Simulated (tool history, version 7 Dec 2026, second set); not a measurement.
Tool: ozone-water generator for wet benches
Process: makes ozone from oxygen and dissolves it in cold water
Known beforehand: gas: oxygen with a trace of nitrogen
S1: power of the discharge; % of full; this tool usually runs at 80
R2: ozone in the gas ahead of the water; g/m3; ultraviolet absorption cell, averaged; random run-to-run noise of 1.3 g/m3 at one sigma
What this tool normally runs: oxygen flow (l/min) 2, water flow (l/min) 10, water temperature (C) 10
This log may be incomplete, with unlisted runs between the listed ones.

run 1 hour=0 | S1=80 oxygen_flow_(l/min)=2 water_flow_(l/min)=10 water_temperature_(C)=10 | dissolved_ozone_(ppm)=26.4 R2=235.5
run 2 hour=96.5 | S1=80 oxygen_flow_(l/min)=2 water_flow_(l/min)=10 water_temperature_(C)=10 | dissolved_ozone_(ppm)=26.4 R2=237.7
run 3 hour=185.8 | S1=80 oxygen_flow_(l/min)=2.75 water_flow_(l/min)=10 water_temperature_(C)=10 | dissolved_ozone_(ppm)=26.1 R2=190.3
run 4 hour=262.7 | S1=45 oxygen_flow_(l/min)=2.75 water_flow_(l/min)=10 water_temperature_(C)=10 | dissolved_ozone_(ppm)=17.9 R2=128.8
run 5 hour=420 | S1=80 oxygen_flow_(l/min)=2 water_flow_(l/min)=10 water_temperature_(C)=10 | dissolved_ozone_(ppm)=26.4 R2=235.1
run 6 hour=570.8 | S1=80 oxygen_flow_(l/min)=2 water_flow_(l/min)=7 water_temperature_(C)=10 | dissolved_ozone_(ppm)=34.9 R2=233.7
run 7 hour=726.5 | S1=80 oxygen_flow_(l/min)=2 water_flow_(l/min)=10 water_temperature_(C)=10 | dissolved_ozone_(ppm)=26.1 R2=232
run 8 hour=855.5 | S1=80 oxygen_flow_(l/min)=2 water_flow_(l/min)=10 water_temperature_(C)=10 | dissolved_ozone_(ppm)=26.1 R2=232.2
-- hour=952.2 contactor cleaned
run 9 hour=1044.4 | S1=80 oxygen_flow_(l/min)=2 water_flow_(l/min)=10 water_temperature_(C)=10 | dissolved_ozone_(ppm)=26.9 R2=230.4
run 10 hour=1123.9 | S1=80 oxygen_flow_(l/min)=2 water_flow_(l/min)=10 water_temperature_(C)=10 | dissolved_ozone_(ppm)=27.3 R2=230.7
run 11 hour=1228.4 | S1=80 oxygen_flow_(l/min)=2 water_flow_(l/min)=10 water_temperature_(C)=10 | dissolved_ozone_(ppm)=26.6 R2=231.6
run 12 hour=1373.1 | S1=45 oxygen_flow_(l/min)=2 water_flow_(l/min)=10 water_temperature_(C)=12 | dissolved_ozone_(ppm)=17.8 R2=157.1
-- hour=1485.5 water thermometer calibrated
run 13 hour=1557.1 | S1=86 oxygen_flow_(l/min)=1.59 water_flow_(l/min)=16 water_temperature_(C)=11 | dissolved_ozone_(ppm)=18.1 R2=283.4
run 14 hour=1722.6 | S1=55 oxygen_flow_(l/min)=1.59 water_flow_(l/min)=16 water_temperature_(C)=9 | dissolved_ozone_(ppm)=13.5 R2=209.1
run 15 hour=1830.9 | S1=55 oxygen_flow_(l/min)=1.59 water_flow_(l/min)=16 water_temperature_(C)=9 | dissolved_ozone_(ppm)=13.7 R2=210.9
run 16 hour=1933.1 | S1=57 oxygen_flow_(l/min)=2.41 water_flow_(l/min)=16 water_temperature_(C)=9 | dissolved_ozone_(ppm)=14.2 R2=160.9
run 17 hour=2049.2 | S1=71 oxygen_flow_(l/min)=3.29 water_flow_(l/min)=7 water_temperature_(C)=5 | dissolved_ozone_(ppm)=31.7 R2=149.1
run 18 hour=2172.3 | S1=77 oxygen_flow_(l/min)=1.6 water_flow_(l/min)=12 water_temperature_(C)=5 | dissolved_ozone_(ppm)=22.3 R2=257.9
run 19 hour=2274.7 | S1=60 oxygen_flow_(l/min)=2 water_flow_(l/min)=10 water_temperature_(C)=12 | dissolved_ozone_(ppm)=21.6 R2=188.4

Each row is a separate what-if for the run after 19, all from the same tool condition, not one after another. Results?
run A hour=2428.7 | S1=80 oxygen_flow_(l/min)=1.94 water_flow_(l/min)=14 water_temperature_(C)=10 | dissolved_ozone_(ppm)=? R2=?
run B hour=2428.7 | S1=93 oxygen_flow_(l/min)=2 water_flow_(l/min)=11 water_temperature_(C)=7 | dissolved_ozone_(ppm)=? R2=?
run C hour=2428.7 | S1=82 oxygen_flow_(l/min)=2 water_flow_(l/min)=14 water_temperature_(C)=10 | dissolved_ozone_(ppm)=? R2=?
run D hour=2428.7 | S1=80 oxygen_flow_(l/min)=1.35 water_flow_(l/min)=10 water_temperature_(C)=10 | dissolved_ozone_(ppm)=? R2=?

run=A dissolved_ozone_(ppm)=19.4 R2=231.8
run=B dissolved_ozone_(ppm)=26.6 R2=245.4
run=C dissolved_ozone_(ppm)=19.7 R2=228.5
run=D dissolved_ozone_(ppm)=26 R2=296.1
With no hidden state in the tool, these same runs would have given:
run=A dissolved_ozone_(ppm)=20.9 R2=248.4
run=B dissolved_ozone_(ppm)=28.9 R2=264.7
run=C dissolved_ozone_(ppm)=21.3 R2=245.1
run=D dissolved_ozone_(ppm)=28 R2=317.3
